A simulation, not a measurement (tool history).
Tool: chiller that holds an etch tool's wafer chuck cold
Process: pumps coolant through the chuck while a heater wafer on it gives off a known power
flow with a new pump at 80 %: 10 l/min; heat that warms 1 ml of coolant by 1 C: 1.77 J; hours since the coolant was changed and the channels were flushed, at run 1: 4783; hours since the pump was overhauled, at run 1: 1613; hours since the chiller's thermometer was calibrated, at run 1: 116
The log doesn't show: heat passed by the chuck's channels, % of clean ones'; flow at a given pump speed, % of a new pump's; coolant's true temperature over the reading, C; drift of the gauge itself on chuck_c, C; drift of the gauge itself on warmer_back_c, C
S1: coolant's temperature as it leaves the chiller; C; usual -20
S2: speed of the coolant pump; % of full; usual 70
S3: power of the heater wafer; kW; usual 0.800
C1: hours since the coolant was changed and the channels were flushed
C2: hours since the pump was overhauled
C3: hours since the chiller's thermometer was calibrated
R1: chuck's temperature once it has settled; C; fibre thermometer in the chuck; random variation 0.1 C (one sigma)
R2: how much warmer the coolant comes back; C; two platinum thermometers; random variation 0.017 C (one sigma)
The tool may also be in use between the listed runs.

run 1 hour=0.0 | S1=-20 S2=70 S3=0.800 | C1=4783 C2=1613 C3=116 | R1=-7.5 R2=3.16
run 2 hour=33.5 | S1=-20 S2=70 S3=0.800 | C1=4816 C2=1646 C3=150 | R1=-7.6 R2=3.16
run 3 hour=73.1 | S1=-20 S2=70 S3=0.800 | C1=4856 C2=1686 C3=189 | R1=-7.5 R2=3.13
run 4 hour=96.8 | S1=-20 S2=70 S3=0.800 | C1=4879 C2=1709 C3=213 | R1=-7.4 R2=3.16
run 5 hour=137.1 | S1=-14 S2=70 S3=0.800 | C1=4920 C2=1750 C3=253 | R1=-1.4 R2=3.16
run 6 hour=171.6 | S1=-20 S2=70 S3=0.950 | C1=4954 C2=1784 C3=288 | R1=-5.0 R2=3.75
run 7 hour=189.6 | S1=-20 S2=70 S3=0.950 | C1=4972 C2=1802 C3=306 | R1=-5.1 R2=3.74
run 8 hour=207.8 | S1=-20 S2=70 S3=0.950 | C1=4990 C2=1820 C3=324 | R1=-4.9 R2=3.75
run 9 hour=246.8 | S1=-20 S2=70 S3=0.950 | C1=5029 C2=1859 C3=363 | R1=-4.9 R2=3.74
run 10 hour=283.9 | S1=-20 S2=70 S3=1.180 | C1=5067 C2=1896 C3=400 | R1=-1.3 R2=4.68
-- hour=288.5 chiller's thermometer calibrated
run 11 hour=302.6 | S1=-20 S2=92 S3=0.800 | C1=5084 C2=1914 C3=14 | R1=-9.5 R2=2.39
run 12 hour=339.8 | S1=-20 S2=70 S3=0.800 | C1=5121 C2=1951 C3=51 | R1=-7.2 R2=3.17
run 13 hour=367.3 | S1=-20 S2=70 S3=0.800 | C1=5149 C2=1979 C3=79 | R1=-7.3 R2=3.18
run 14 hour=391.4 | S1=-20 S2=66 S3=0.800 | C1=5173 C2=2003 C3=103 | R1=-6.5 R2=3.39
run 15 hour=424.8 | S1=-20 S2=66 S3=0.800 | C1=5206 C2=2036 C3=136 | R1=-6.7 R2=3.38
run 16 hour=455.1 | S1=-20 S2=70 S3=0.800 | C1=5237 C2=2067 C3=167 | R1=-7.3 R2=3.19
run 17 hour=488.1 | S1=-28 S2=70 S3=0.722 | C1=5270 C2=2100 C3=200 | R1=-16.5 R2=2.87
-- hour=518.2 chiller's thermometer calibrated, once more
run 18 hour=521.6 | S1=-28 S2=70 S3=0.722 | C1=5302 C2=2132 C3=3 | R1=-16.5 R2=2.88
run 19 hour=545.7 | S1=-28 S2=70 S3=0.722 | C1=5326 C2=2156 C3=28 | R1=-16.5 R2=2.89
run 20 hour=575.4 | S1=-28 S2=70 S3=0.722 | C1=5356 C2=2186 C3=57 | R1=-16.4 R2=2.87
run 21 hour=600.1 | S1=-20 S2=70 S3=1.176 | C1=5381 C2=2211 C3=82 | R1=-1.1 R2=4.66
run 22 hour=618.4 | S1=-20 S2=94 S3=0.800 | C1=5399 C2=2229 C3=100 | R1=-10.1 R2=2.35
run 23 hour=655.7 | S1=-25 S2=94 S3=0.800 | C1=5436 C2=2266 C3=138 | R1=-14.9 R2=2.36
run 24 hour=691.7 | S1=-26 S2=94 S3=0.549 | C1=5472 C2=2302 C3=173 | R1=-19.1 R2=1.63
run 25 hour=722.5 | S1=-20 S2=83 S3=0.549 | C1=5503 C2=2333 C3=204 | R1=-12.5 R2=1.84
run 26 hour=741.5 | S1=-20 S2=83 S3=0.549 | C1=5522 C2=2352 C3=223 | R1=-12.4 R2=1.82
run 27 hour=774.6 | S1=-20 S2=83 S3=0.549 | C1=5555 C2=2385 C3=256 | R1=-12.5 R2=1.84
run 28 hour=812.3 | S1=-20 S2=83 S3=0.549 | C1=5593 C2=2423 C3=294 | R1=-12.2 R2=1.80
run 29 hour=847.1 | S1=-15 S2=71 S3=0.410 | C1=5628 C2=2458 C3=329 | R1=-8.4 R2=1.61
run 30 hour=886.2 | S1=-18 S2=70 S3=0.456 | C1=5667 C2=2497 C3=368 | R1=-10.6 R2=1.82
run 31 hour=926.8 | S1=-29 S2=82 S3=0.540 | C1=5707 C2=2537 C3=409 | R1=-21.4 R2=1.85

5 ways to go on from here, each from the tool as it stands after run 31. What would each give?
run A hour=964.6 | S1=-20 S2=70 S3=0.799 | C1=5745 C2=2575 C3=446 | R1=? R2=?
run B hour=964.6 | S1=-29 S2=82 S3=1.110 | C1=5745 C2=2575 C3=446 | R1=? R2=?
run C hour=964.6 | S1=-20 S2=71 S3=0.925 | C1=5745 C2=2575 C3=446 | R1=? R2=?
run D hour=964.6 | S1=-29 S2=82 S3=0.941 | C1=5745 C2=2575 C3=446 | R1=? R2=?
run E hour=964.6 | S1=-12 S2=70 S3=0.800 | C1=5745 C2=2575 C3=446 | R1=? R2=?

run=A R1=-7.1 R2=3.19
run=B R1=-13.3 R2=3.74
run=C R1=-5.2 R2=3.64
run=D R1=-15.7 R2=3.21
run=E R1=0.9 R2=3.18
Without the tool's hidden state the same runs would have given:
run=A R1=-9.0 R2=3.12
run=B R1=-15.6 R2=3.66
run=C R1=-7.3 R2=3.56
run=D R1=-17.7 R2=3.14
run=E R1=-1.0 R2=3.11
